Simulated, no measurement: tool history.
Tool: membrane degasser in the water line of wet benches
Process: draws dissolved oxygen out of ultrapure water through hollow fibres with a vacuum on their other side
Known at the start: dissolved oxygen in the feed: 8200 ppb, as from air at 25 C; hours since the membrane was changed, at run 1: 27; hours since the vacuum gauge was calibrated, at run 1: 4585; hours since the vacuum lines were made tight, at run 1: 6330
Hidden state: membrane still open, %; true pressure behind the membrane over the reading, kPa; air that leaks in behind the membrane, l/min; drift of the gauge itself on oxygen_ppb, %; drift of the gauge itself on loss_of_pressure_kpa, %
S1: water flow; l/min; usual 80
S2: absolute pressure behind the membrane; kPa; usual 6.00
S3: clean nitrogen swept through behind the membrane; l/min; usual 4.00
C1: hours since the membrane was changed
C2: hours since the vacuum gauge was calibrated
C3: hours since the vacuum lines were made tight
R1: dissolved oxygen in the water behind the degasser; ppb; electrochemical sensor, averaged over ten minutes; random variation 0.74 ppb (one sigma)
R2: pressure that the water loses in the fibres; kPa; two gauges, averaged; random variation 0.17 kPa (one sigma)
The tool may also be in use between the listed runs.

run 1 day=0.000 | S1=80 S2=6.00 S3=4.00 | C1=27 C2=4585 C3=6330 | R1=134.6 R2=51.12
run 2 day=2.512 | S1=80 S2=6.00 S3=4.00 | C1=87 C2=4645 C3=6390 | R1=134.6 R2=50.68
run 3 day=6.750 | S1=80 S2=6.00 S3=4.00 | C1=189 C2=4747 C3=6492 | R1=134.9 R2=51.03
run 4 day=9.546 | S1=80 S2=6.00 S3=5.52 | C1=256 C2=4814 C3=6559 | R1=104.1 R2=51.01
run 5 day=14.267 | S1=80 S2=6.00 S3=5.52 | C1=370 C2=4927 C3=6673 | R1=103.6 R2=51.22
run 6 day=17.679 | S1=80 S2=6.00 S3=5.52 | C1=451 C2=5009 C3=6754 | R1=105.7 R2=51.18
run 7 day=22.433 | S1=80 S2=6.00 S3=5.52 | C1=566 C2=5123 C3=6869 | R1=104.9 R2=50.99
-- day=22.833 seals of the vacuum lines changed
run 8 day=26.371 | S1=105 S2=6.00 S3=4.00 | C1=658 C2=5216 C3=85 | R1=199.7 R2=67.22
run 9 day=30.396 | S1=105 S2=6.00 S3=4.00 | C1=755 C2=5312 C3=181 | R1=198.8 R2=66.70
run 10 day=33.533 | S1=60 S2=6.00 S3=4.00 | C1=830 C2=5388 C3=257 | R1=96.2 R2=38.31
run 11 day=36.633 | S1=60 S2=6.00 S3=10.28 | C1=904 C2=5462 C3=331 | R1=42.0 R2=38.28
run 12 day=41.612 | S1=60 S2=6.00 S3=10.18 | C1=1024 C2=5582 C3=451 | R1=42.4 R2=38.07
run 13 day=43.912 | S1=80 S2=6.00 S3=4.00 | C1=1079 C2=5637 C3=506 | R1=135.7 R2=51.00
run 14 day=48.462 | S1=80 S2=6.00 S3=4.00 | C1=1188 C2=5746 C3=615 | R1=135.0 R2=51.09
run 15 day=50.867 | S1=80 S2=6.00 S3=4.00 | C1=1246 C2=5804 C3=673 | R1=135.1 R2=51.03
run 16 day=55.279 | S1=80 S2=6.00 S3=4.00 | C1=1352 C2=5910 C3=779 | R1=136.3 R2=51.14
run 17 day=58.033 | S1=80 S2=6.00 S3=8.86 | C1=1418 C2=5976 C3=845 | R1=72.6 R2=51.22
run 18 day=62.929 | S1=100 S2=10.16 S3=7.89 | C1=1536 C2=6093 C3=962 | R1=235.9 R2=63.87
run 19 day=66.771 | S1=52 S2=9.35 S3=2.94 | C1=1628 C2=6185 C3=1055 | R1=241.4 R2=33.32
run 20 day=71.475 | S1=127 S2=6.23 S3=4.00 | C1=1741 C2=6298 C3=1167 | R1=288.4 R2=81.25
run 21 day=75.700 | S1=85 S2=4.49 S3=4.00 | C1=1842 C2=6400 C3=1269 | R1=77.0 R2=54.15
run 22 day=80.521 | S1=85 S2=4.49 S3=4.00 | C1=1958 C2=6515 C3=1385 | R1=77.0 R2=54.44
run 23 day=83.592 | S1=108 S2=7.31 S3=4.00 | C1=2031 C2=6589 C3=1458 | R1=279.8 R2=69.09
run 24 day=85.967 | S1=86 S2=8.68 S3=9.74 | C1=2088 C2=6646 C3=1515 | R1=132.0 R2=55.27
run 25 day=89.033 | S1=86 S2=8.68 S3=9.74 | C1=2162 C2=6720 C3=1589 | R1=131.2 R2=55.05
run 26 day=93.529 | S1=67 S2=6.00 S3=3.10 | C1=2270 C2=6827 C3=1697 | R1=137.8 R2=42.73
run 27 day=98.512 | S1=67 S2=6.00 S3=3.10 | C1=2389 C2=6947 C3=1816 | R1=136.6 R2=42.92
run 28 day=101.588 | S1=54 S2=11.96 S3=6.92 | C1=2463 C2=7021 C3=1890 | R1=162.8 R2=34.56
run 29 day=105.662 | S1=126 S2=11.96 S3=2.55 | C1=2561 C2=7119 C3=1988 | R1=847.3 R2=80.67
run 30 day=110.692 | S1=79 S2=12.34 S3=2.80 | C1=2682 C2=7239 C3=2109 | R1=530.6 R2=50.79
run 31 day=114.129 | S1=80 S2=5.13 S3=1.63 | C1=2764 C2=7322 C3=2191 | R1=191.3 R2=51.29
run 32 day=119.175 | S1=67 S2=6.00 S3=4.20 | C1=2885 C2=7443 C3=2312 | R1=105.6 R2=42.96
run 33 day=121.921 | S1=67 S2=6.00 S3=4.20 | C1=2951 C2=7509 C3=2378 | R1=105.6 R2=42.81

Hidden state at the last listed run before each entry between runs and at the first one after, where it differs:
Between runs 7 and 8: seals of the vacuum lines changed (day 22.833)
  air that leaks in behind the membrane, l/min: 0.0021 -> 0.002

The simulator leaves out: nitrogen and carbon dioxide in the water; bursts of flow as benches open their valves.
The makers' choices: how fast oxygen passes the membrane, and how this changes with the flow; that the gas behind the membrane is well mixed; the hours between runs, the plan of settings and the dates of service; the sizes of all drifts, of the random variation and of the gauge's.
